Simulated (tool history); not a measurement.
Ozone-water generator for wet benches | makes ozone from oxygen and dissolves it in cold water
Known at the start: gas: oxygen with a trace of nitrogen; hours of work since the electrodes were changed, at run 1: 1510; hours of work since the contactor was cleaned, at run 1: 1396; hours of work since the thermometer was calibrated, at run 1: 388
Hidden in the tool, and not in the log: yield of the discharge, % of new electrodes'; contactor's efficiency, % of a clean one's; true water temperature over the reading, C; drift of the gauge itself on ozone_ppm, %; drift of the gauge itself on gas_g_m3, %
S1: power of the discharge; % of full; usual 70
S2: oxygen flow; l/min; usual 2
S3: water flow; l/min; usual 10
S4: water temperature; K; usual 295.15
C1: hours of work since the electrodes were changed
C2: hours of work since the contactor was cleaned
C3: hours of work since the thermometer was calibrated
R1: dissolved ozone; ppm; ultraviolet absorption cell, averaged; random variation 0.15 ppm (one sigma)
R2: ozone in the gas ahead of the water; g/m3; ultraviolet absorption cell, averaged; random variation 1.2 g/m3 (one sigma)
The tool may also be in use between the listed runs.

| run | hour | S1 | S2 | S3 | S4 | C1 | C2 | C3 | R1 | R2 |
|---|---|---|---|---|---|---|---|---|---|---|
| 1 | 0 | 70 | 2 | 10 | 295.15 | 1510 | 1396 | 388 | 18.9 | 209.7 |
| 2 | 52.6 | 70 | 2.46 | 10 | 295.15 | 1558 | 1444 | 436 | 19.7 | 198 |
| 3 | 163.6 | 70 | 2.46 | 10 | 295.15 | 1660 | 1545 | 537 | 19.9 | 200 |
| 4 | 252.9 | 70 | 2 | 10 | 295.15 | 1741 | 1626 | 619 | 18.8 | 213.3 |
| 5 | 338 | 70 | 2 | 9 | 295.15 | 1819 | 1704 | 696 | 20.8 | 210.4 |
| 6 | 401.7 | 70 | 2 | 9 | 295.15 | 1877 | 1762 | 754 | 20.9 | 213.1 |
| 7 | 520.6 | 87 | 2 | 10 | 295.15 | 1985 | 1871 | 863 | 21.5 | 241.6 |
| 8 | 645.1 | 70 | 2 | 10 | 300.15 | 2099 | 1984 | 976 | 17.6 | 211.8 |
| 9 | 743.8 | 70 | 2 | 10 | 289.15 | 2189 | 2074 | 1066 | 20.5 | 215 |
| 10 | 869.4 | 70 | 1.77 | 10 | 295.15 | 2303 | 2189 | 1181 | 18.1 | 220.6 |
| 11 | 982.9 | 70 | 1.77 | 10 | 294.15 | 2407 | 2292 | 1284 | 18.6 | 223.6 |
| 12 | 1035.3 | 70 | 2.46 | 10 | 294.15 | 2455 | 2340 | 1332 | 20.7 | 202.6 |
| 13 | 1130.1 | 70 | 2.46 | 10 | 294.15 | 2541 | 2427 | 1419 | 20.4 | 202 |
| 14 | 1180.7 | 70 | 2.46 | 10 | 294.15 | 2587 | 2473 | 1465 | 20.7 | 201.2 |
| 15 | 1285.1 | 70 | 2.46 | 10 | 294.15 | 2683 | 2568 | 1560 | 20.5 | 201.7 |
| 16 | 1409.7 | 55 | 2.46 | 8 | 294.15 | 2796 | 2682 | 1674 | 20.9 | 177 |
| 17 | 1524.6 | 55 | 2.46 | 8 | 294.15 | 2901 | 2787 | 1779 | 21 | 177.5 |
| 18 | 1637.5 | 55 | 1.22 | 8 | 289.15 | 3004 | 2890 | 1882 | 18.5 | 220.7 |
| 19 | 1739.9 | 70 | 2 | 10 | 298.15 | 3097 | 2983 | 1975 | 18.1 | 216 |
| 20 | 1804.7 | 47 | 2.51 | 10 | 295.15 | 3157 | 3042 | 2034 | 16.1 | 161.7 |
|  | 1816.3 | gauge calibrated |
| 21 | 1876.7 | 47 | 2.51 | 10 | 295.15 | 3222 | 3108 | 2100 | 16.3 | 156.7 |
| 22 | 1975.6 | 44 | 2 | 15 | 295.15 | 3312 | 3198 | 2190 | 10.2 | 163.9 |
| 23 | 2027.3 | 70 | 2 | 12 | 298.15 | 3360 | 3245 | 2237 | 15.6 | 212.1 |
| 24 | 2152.6 | 70 | 2 | 12 | 298.15 | 3474 | 3359 | 2351 | 15.7 | 212.3 |
| 25 | 2268.7 | 70 | 2.51 | 10 | 295.15 | 3580 | 3465 | 2457 | 20.2 | 197.3 |
| 26 | 2390.5 | 45 | 1.01 | 10 | 295.15 | 3691 | 3576 | 2568 | 11.6 | 205.1 |
| 27 | 2508 | 95 | 1.46 | 10 | 295.15 | 3798 | 3684 | 2676 | 20.3 | 281.5 |
| 28 | 2583.8 | 70 | 1.36 | 10 | 301.15 | 3867 | 3753 | 2745 | 15.9 | 241.3 |
| 29 | 2693.2 | 70 | 1.36 | 10 | 301.15 | 3967 | 3852 | 2845 | 15.7 | 240 |

Forecast each of these 5 alternatives for the next run:
| A | 2798.2 | 70 | 1.19 | 13 | 301.15 | 4063 | 3948 | 2940 | ? | ? |
| B | 2798.2 | 70 | 1.39 | 10 | 295.15 | 4063 | 3948 | 2940 | ? | ? |
| C | 2798.2 | 44 | 1.36 | 10 | 301.15 | 4063 | 3948 | 2940 | ? | ? |
| D | 2798.2 | 70 | 2 | 6 | 295.15 | 4063 | 3948 | 2940 | ? | ? |
| E | 2798.2 | 51 | 3.47 | 10 | 288.15 | 4063 | 3948 | 2940 | ? | ? |

| run | R1 | R2 |
|---|---|---|
| A | 11.8 | 251.5 |
| B | 17 | 239.5 |
| C | 12.1 | 187.1 |
| D | 27.5 | 215.2 |
| E | 19.9 | 151.2 |
Without the tool's hidden state the same runs would have given:
| run | R1 | R2 |
|---|---|---|
| A | 11.8 | 247.8 |
| B | 17 | 236 |
| C | 12.2 | 184.3 |
| D | 27.5 | 212 |
| E | 20 | 148.9 |

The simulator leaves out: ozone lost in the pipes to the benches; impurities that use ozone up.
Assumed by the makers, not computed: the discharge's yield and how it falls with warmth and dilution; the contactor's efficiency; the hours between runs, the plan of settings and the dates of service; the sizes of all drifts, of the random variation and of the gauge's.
